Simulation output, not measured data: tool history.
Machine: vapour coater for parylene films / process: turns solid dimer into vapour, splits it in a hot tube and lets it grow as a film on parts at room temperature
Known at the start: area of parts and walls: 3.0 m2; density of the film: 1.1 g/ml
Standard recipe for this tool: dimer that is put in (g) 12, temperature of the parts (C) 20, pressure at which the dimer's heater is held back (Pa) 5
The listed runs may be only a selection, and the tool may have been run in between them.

| run | hour | dimer that is put in (g) | temperature of the parts (C) | pressure at which the dimer's heater is held back (Pa) | thickness of the film (µm) |
|---|---|---|---|---|---|
| 1 | 0 | 12 | 20 | 5 | 2.62 |
| 2 | 50.3 | 12 | 20 | 5 | 2.63 |
| 3 | 111.2 | 12 | 20 | 5 | 2.6 |
| 4 | 183 | 17 | 20 | 5 | 3.66 |
| 5 | 231.8 | 17 | 20 | 5 | 3.7 |
| 6 | 298.6 | 12 | 20 | 6.89 | 2.55 |
| 7 | 366.9 | 12 | 20 | 6.89 | 2.49 |
| 8 | 441.8 | 12 | 20 | 6.89 | 2.46 |
| 9 | 479.8 | 12 | 20 | 5 | 2.54 |
| 10 | 516.7 | 12 | 20 | 5 | 2.55 |
| 11 | 578.2 | 12 | 20 | 5 | 2.64 |
| 12 | 637.9 | 10 | 20 | 5 | 2.25 |
| 13 | 706.5 | 7 | 20 | 5 | 1.55 |
| 14 | 757.6 | 7 | 20 | 5 | 1.56 |
| 15 | 832.4 | 7 | 20 | 5 | 1.53 |
| 16 | 868.8 | 12 | 13 | 5 | 2.98 |
| 17 | 942.8 | 12 | 13 | 4.39 | 2.99 |
| 18 | 1021.2 | 17 | 20 | 2.62 | 3.8 |
| 19 | 1085.8 | 17 | 20 | 2.62 | 3.95 |
| 20 | 1151.6 | 17 | 13 | 2.62 | 4.44 |
| 21 | 1213.9 | 17 | 13 | 2.62 | 4.36 |
| 22 | 1278.4 | 17 | 13 | 2.62 | 4.42 |

Taken out of this log: 2 entries between the listed runs. Where each belongs, and how the hidden state differs across it:
Between runs 10 and 11: trap's valve overhauled (hour 526.5)
  vapour lost through the trap's worn valve, %: 4.5 -> 0.3; true temperature of the parts over the reading, C: 1.21 -> 1.27
  difference, measured minus the result without the unlogged condition, thickness of the film (µm): -0.18 -> -0.07
Between runs 18 and 19: table's thermometer calibrated (hour 1073.6)
  vapour lost through the trap's worn valve, %: 2.5 -> 2.8; true temperature of the parts over the reading, C: 1.7 -> -0.04
  difference, measured minus the result without the unlogged condition, thickness of the film (µm): -0.23 -> -0.11
